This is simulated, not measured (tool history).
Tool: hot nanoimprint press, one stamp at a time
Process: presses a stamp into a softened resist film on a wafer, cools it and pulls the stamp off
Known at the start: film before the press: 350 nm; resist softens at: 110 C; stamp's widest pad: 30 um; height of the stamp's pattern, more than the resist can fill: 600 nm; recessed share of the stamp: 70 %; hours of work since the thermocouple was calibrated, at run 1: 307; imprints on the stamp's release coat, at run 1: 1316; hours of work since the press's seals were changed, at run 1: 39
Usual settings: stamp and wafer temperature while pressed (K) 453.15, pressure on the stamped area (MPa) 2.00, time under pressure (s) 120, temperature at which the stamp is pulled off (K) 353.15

run,hour,stamp and wafer temperature while pressed (K),pressure on the stamped area (MPa),time under pressure (s),temperature at which the stamp is pulled off (K),hours of work since the thermocouple was calibrated,imprints on the stamp's release coat,hours of work since the press's seals were changed,resist left under the stamp's widest pad (nm),greatest force while the stamp is pulled off (N)
1,0.0,453.15,2.00,120,353.15,307,1316,39,150.7,150
2,7.5,453.15,2.00,120,353.15,310,1328,42,149.8,161
3,17.2,453.15,2.00,120,353.15,315,1343,47,151.5,152
4,28.8,453.15,2.00,120,360.15,320,1360,53,150.9,156
5,37.9,453.15,2.00,120,360.15,325,1374,57,150.6,146
6,43.5,453.15,2.00,120,360.15,327,1383,60,149.8,156
7,53.4,453.15,2.00,120,360.15,332,1398,64,149.8,152
8,59.7,453.15,2.00,120,360.15,335,1407,67,148.4,154
9,64.8,453.15,2.00,120,353.15,337,1415,70,150.4,153
10,72.0,453.15,2.00,120,353.15,341,1426,73,149.9,159
11,79.2,453.15,2.00,120,345.15,344,1437,77,150.1,159
12,85.5,453.15,2.00,120,353.15,347,1446,80,149.8,159
# hour 101.9: stamp cleaned and given a new release coat
13,102.8,453.15,2.42,120,353.15,353,1,85,136.0,117
14,108.6,453.15,2.42,120,353.15,355,10,88,137.8,118
15,115.1,453.15,2.42,132,353.15,359,20,91,131.2,115
16,121.3,448.15,2.73,63,353.15,362,29,94,212.1,116
17,129.8,453.15,1.73,209,358.15,366,42,98,128.9,113
18,139.3,453.15,2.54,102,338.15,370,57,102,142.0,125
19,147.6,454.15,2.42,187,353.15,374,69,106,107.5,117
20,155.4,454.15,2.42,187,353.15,378,81,110,108.2,121
21,166.0,454.15,2.42,187,339.15,383,97,115,107.5,127
22,174.9,454.15,2.42,187,339.15,387,111,119,107.0,127
23,181.9,454.15,2.42,187,339.15,390,121,123,107.4,129

Forecast run 24:
24,190.3,457.15,1.53,77,345.15,394,134,127,?,?

Run 24 gave resist left under the stamp's widest pad (nm) 160.7, greatest force while the stamp is pulled off (N) 126.
Without the tool's hidden state the same run would have given resist left under the stamp's widest pad (nm) 170.9, greatest force while the stamp is pulled off (N) 123.

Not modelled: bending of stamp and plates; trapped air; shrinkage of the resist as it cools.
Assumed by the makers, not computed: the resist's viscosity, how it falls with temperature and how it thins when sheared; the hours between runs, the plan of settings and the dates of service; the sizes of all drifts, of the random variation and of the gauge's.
